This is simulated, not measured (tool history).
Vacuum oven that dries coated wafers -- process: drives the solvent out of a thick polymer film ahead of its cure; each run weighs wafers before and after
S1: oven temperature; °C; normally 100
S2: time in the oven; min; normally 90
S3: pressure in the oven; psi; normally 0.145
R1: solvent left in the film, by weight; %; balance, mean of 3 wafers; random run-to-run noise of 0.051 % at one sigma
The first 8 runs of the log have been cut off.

run	day	S1	S2	S3	R1
9	3.262	90	90	0.145	3.25
10	3.562	90	90	0.145	3.37
11	3.904	90	90	0.145	3.32
12	4.15	105	90	0.145	0.71
13	4.417	105	90	0.145	0.68
14	4.792	105	90	0.145	0.71
15	5.088	105	90	0.145	0.68
16	5.367	100	90	0.145	1.23
17	5.654	100	90	0.145	1.23
18	6.158	100	90	0.145	1.17
19	6.617	110	49	0.495	1.73
20	6.896	110	147	0.495	1.27
21	7.383	110	147	0.495	1.29
22	7.938	91	46	0.145	5.42
23	8.279	96	159	0.187	1.17
24	8.721	86	130	0.248	3.82
25	9.221	86	130	0.248	3.91
26	9.5	114	102	0.376	0.79
27	10.025	114	102	0.376	0.91
28	10.371	100	82	0.145	1.36
29	10.858	100	82	0.123	1.39
30	11.392	88	82	0.129	4.28
31	11.712	100	90	0.119	1.11

Predict each of these 5 candidate next runs independently; none follows another, all start after run 31:
A	12.262	97	84	0.234	?
B	12.262	112	90	0.544	?
C	12.262	100	116	0.145	?
D	12.262	99	90	0.119	?
E	12.262	101	143	0.119	?

run	R1
A	2.24
B	1.39
C	0.79
D	1.36
E	0.64
Take away the tool's hidden state, keep each run's random variation, and the runs would have read:
run	R1
A	1.79
B	1.25
C	0.57
D	1.02
E	0.49
